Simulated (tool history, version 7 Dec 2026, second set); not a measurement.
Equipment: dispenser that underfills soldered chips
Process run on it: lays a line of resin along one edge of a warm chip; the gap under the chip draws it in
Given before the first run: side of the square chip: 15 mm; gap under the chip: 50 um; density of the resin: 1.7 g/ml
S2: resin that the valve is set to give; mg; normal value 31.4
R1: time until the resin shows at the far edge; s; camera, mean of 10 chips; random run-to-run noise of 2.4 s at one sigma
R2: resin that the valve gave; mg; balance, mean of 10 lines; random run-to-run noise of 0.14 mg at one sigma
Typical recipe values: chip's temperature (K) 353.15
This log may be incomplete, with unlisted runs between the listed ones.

Run 1, hour 0.0: usual settings. Result: R1 364.4 s, R2 29.57 mg.
At hour 1.1: new syringe of resin.
Run 2, hour 6.9: usual settings. Result: R1 321.2 s, R2 29.56 mg.
At hour 11.1: new syringe of resin.
Run 3, hour 12.5: usual settings. Result: R1 260.0 s, R2 29.40 mg.
At hour 20.8: new syringe of resin.
Run 4, hour 21.2: usual settings. Result: R1 246.9 s, R2 29.36 mg.
Run 5, hour 30.1: usual settings. Result: R1 366.3 s, R2 29.15 mg.
At hour 31.0: new syringe of resin.
Run 6, hour 39.8: usual settings. Result: R1 363.9 s, R2 28.85 mg.
At hour 41.0: new syringe of resin.
Run 7, hour 49.1: usual settings. Result: R1 351.5 s, R2 28.93 mg.
At hour 51.2: new syringe of resin.
Run 8, hour 56.9: usual settings. Result: R1 318.1 s, R2 28.72 mg.
At hour 61.5: new syringe of resin.
Run 9, hour 62.8: usual settings. Result: R1 260.9 s, R2 28.40 mg.
At hour 70.9: dispensing valve cleaned and set on the balance.
Run 10, hour 70.9: usual settings. Result: R1 356.8 s, R2 31.16 mg.
At hour 72.3: new syringe of resin.
Run 11, hour 81.1: usual settings but S2 35.5 mg. Result: R1 358.7 s, R2 35.55 mg.
At hour 82.0: new syringe of resin.
Run 12, hour 86.4: usual settings but S2 35.5 mg. Result: R1 298.8 s, R2 35.47 mg.
At hour 92.3: new syringe of resin.
Run 13, hour 97.0: usual settings but S2 35.5 mg. Result: R1 296.5 s, R2 35.24 mg.
At hour 102.3: new syringe of resin.
Run 14, hour 104.7: usual settings but S2 35.5 mg. Result: R1 272.3 s, R2 35.03 mg.
At hour 111.9: new syringe of resin.
Run 15, hour 114.9: usual settings but chip's temperature (K) 351.15, S2 35.5 mg. Result: R1 310.4 s, R2 34.87 mg.
At hour 121.9: new syringe of resin.
Run 16, hour 125.3: usual settings but chip's temperature (K) 359.15, S2 27.6 mg. Result: R1 223.8 s, R2 26.77 mg.
Run 17, hour 130.2: usual settings but chip's temperature (K) 357.15, S2 37.4 mg. Result: R1 293.4 s, R2 36.63 mg.
At hour 131.7: new syringe of resin.
Run 18, hour 139.9: usual settings but chip's temperature (K) 340.15, S2 37.8 mg. Result: R1 675.5 s, R2 36.81 mg.
At hour 141.5: new syringe of resin.
Run 19, hour 145.8: usual settings but chip's temperature (K) 351.15, S2 28.7 mg. Result: R1 338.2 s, R2 28.15 mg.
At hour 151.4: new syringe of resin.
Run 20, hour 151.7: usual settings but chip's temperature (K) 351.15, S2 28.7 mg. Result: R1 279.3 s, R2 27.72 mg.
Run 21, hour 160.1: usual settings but chip's temperature (K) 356.15, S2 27.6 mg. Result: R1 325.3 s, R2 26.59 mg.
At hour 161.6: new syringe of resin.
Run 22, hour 168.0: usual settings but chip's temperature (K) 364.15, S2 32.1 mg. Result: R1 199.4 s, R2 30.97 mg.
At hour 171.5: new syringe of resin.
Run 23, hour 178.3: usual settings but chip's temperature (K) 364.15, S2 33.5 mg. Result: R1 206.0 s, R2 32.19 mg.
At hour 181.7: new syringe of resin.
Run 24, hour 183.2: usual settings but chip's temperature (K) 354.15, S2 29.2 mg. Result: R1 260.7 s, R2 28.02 mg.
At hour 191.5: new syringe of resin.
Run 25, hour 192.2: usual settings but chip's temperature (K) 343.15, S2 31.1 mg. Result: R1 412.2 s, R2 29.61 mg.
Run 26, hour 199.7: usual settings but chip's temperature (K) 343.15, S2 31.1 mg. Result: R1 590.0 s, R2 29.54 mg.
At hour 201.6: new syringe of resin.
Run 27, hour 204.5: usual settings but chip's temperature (K) 343.15, S2 31.1 mg. Result: R1 465.6 s, R2 29.49 mg.
At hour 211.8: new syringe of resin.
Run 28, hour 214.8: usual settings but chip's temperature (K) 340.15, S2 36.5 mg. Result: R1 536.7 s, R2 34.31 mg.
Run 29, hour 220.4: usual settings but chip's temperature (K) 348.15, S2 29.4 mg. Result: R1 466.4 s, R2 27.45 mg.
At hour 221.9: new syringe of resin.
Run 30, hour 225.9: usual settings but chip's temperature (K) 356.15, S2 40.4 mg. Result: R1 251.8 s, R2 38.36 mg.

Each row is a separate what-if for the run after 30, all from the same tool condition, not one after another. Results?
At hour 231.6: new syringe of resin.
Run A, hour 231.6: usual settings but chip's temperature (K) 358.15, S2 29.7 mg. Result: R1 ?, R2 ?.
At hour 231.6: new syringe of resin.
Run B, hour 231.6: usual settings but S2 34.2 mg. Result: R1 ?, R2 ?.
At hour 231.6: new syringe of resin.
Run C, hour 231.6: usual settings but chip's temperature (K) 352.15, S2 35.3 mg. Result: R1 ?, R2 ?.

run     R1     R2
  A  200.8  27.84
  B  248.6  31.75
  C  257.8  33.09
Stripped of hidden state, with their random variation kept, the same runs would have yielded:
run     R1     R2
  A  191.9  29.69
  B  238.6  33.87
  C  247.5  35.29

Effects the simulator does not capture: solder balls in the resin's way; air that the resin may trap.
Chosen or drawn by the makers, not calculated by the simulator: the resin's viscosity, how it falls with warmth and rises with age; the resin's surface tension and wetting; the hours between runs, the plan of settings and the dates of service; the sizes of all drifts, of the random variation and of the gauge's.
